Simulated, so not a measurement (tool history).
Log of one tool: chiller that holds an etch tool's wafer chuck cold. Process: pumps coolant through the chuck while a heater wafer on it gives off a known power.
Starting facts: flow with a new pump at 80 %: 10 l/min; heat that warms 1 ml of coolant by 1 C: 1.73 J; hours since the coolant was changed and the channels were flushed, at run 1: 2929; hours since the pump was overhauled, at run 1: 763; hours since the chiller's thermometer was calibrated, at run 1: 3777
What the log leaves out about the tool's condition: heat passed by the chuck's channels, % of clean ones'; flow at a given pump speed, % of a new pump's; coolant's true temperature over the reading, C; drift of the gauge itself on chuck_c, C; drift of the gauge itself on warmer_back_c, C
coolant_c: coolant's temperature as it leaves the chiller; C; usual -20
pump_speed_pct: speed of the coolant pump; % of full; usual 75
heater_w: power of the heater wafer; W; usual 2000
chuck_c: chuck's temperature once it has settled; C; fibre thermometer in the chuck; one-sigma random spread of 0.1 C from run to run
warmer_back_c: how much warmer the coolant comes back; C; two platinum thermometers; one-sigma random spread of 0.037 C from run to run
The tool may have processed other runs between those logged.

run,day,coolant_c,pump_speed_pct,heater_w,hours since the coolant was changed and the channels were flushed,hours since the pump was overhauled,hours since the chiller's thermometer was calibrated,chuck_c,warmer_back_c
1,0.000,-20,75,2000,2929,763,3777,-1.9,7.56
2,3.917,-20,75,2000,3023,857,3871,-1.9,7.62
3,9.483,-20,75,1737,3157,991,4004,-4.1,6.55
4,14.538,-20,75,1737,3278,1112,4125,-4.2,6.58
5,18.546,-20,75,1737,3374,1208,4222,-3.9,6.61
# day 20.200: chiller's thermometer calibrated
6,22.892,-20,75,2000,3477,1312,65,-1.5,7.60
7,27.471,-20,75,1534,3587,1421,174,-5.4,5.87
8,30.725,-20,75,1534,3665,1500,253,-5.5,5.86
9,36.542,-20,75,1534,3805,1639,392,-5.2,5.80
# day 41.542: chiller's thermometer calibrated, once more
10,42.375,-20,75,1534,3944,1778,20,-5.9,5.89
11,46.662,-20,89,2000,4047,1881,123,-3.5,6.45
12,51.650,-20,89,2000,4167,2001,243,-3.4,6.47
13,55.429,-24,89,2000,4257,2091,333,-7.2,6.47
14,60.525,-20,75,2000,4380,2214,456,-1.3,7.68
15,63.788,-20,75,2000,4458,2292,534,-1.1,7.77
16,67.238,-20,75,2000,4541,2375,617,-1.0,7.80
17,71.588,-23,88,2000,4645,2479,721,-5.7,6.64
18,76.754,-20,82,1172,4769,2603,845,-9.4,4.15
19,79.896,-17,88,1310,4844,2679,920,-5.5,4.28
20,83.700,-19,75,2028,4936,2770,1012,0.8,7.92
# day 86.104: coolant changed, channels flushed
21,89.929,-19,82,2796,92,2913,1155,2.9,9.92
22,93.583,-28,75,1206,179,3001,1243,-17.8,4.68
23,97.633,-28,75,1206,277,3098,1340,-18.0,4.74
24,103.092,-20,75,2000,408,3229,1471,-3.2,7.93
25,106.829,-20,63,1218,497,3319,1561,-8.4,5.74
26,110.279,-14,69,2308,580,3402,1644,6.7,9.96
27,113.588,-14,69,2308,660,3481,1723,6.7,9.91
28,118.583,-14,79,1868,779,3601,1843,1.4,7.00
29,122.871,-13,91,1796,882,3704,1946,0.7,5.90
30,125.812,-27,87,1796,953,3775,2016,-12.8,6.09
31,128.433,-27,87,1796,1016,3838,2079,-12.6,6.08
32,130.908,-25,83,2105,1075,3897,2139,-7.8,7.54

What if the next run were any one of these 3? Each begins from the tool's condition after run 32:
A,133.392,-23,76,2132,1135,3957,2198,?,?
B,133.392,-22,61,1506,1135,3957,2198,?,?
C,133.392,-20,70,2832,1135,3957,2198,?,?

run,chuck_c,warmer_back_c
A,-4.7,8.44
B,-6.9,7.40
C,5.6,12.18
Stripped of hidden state, with their random variation kept, the same runs would have yielded:
run,chuck_c,warmer_back_c
A,-6.3,7.84
B,-8.3,6.87
C,3.4,11.32
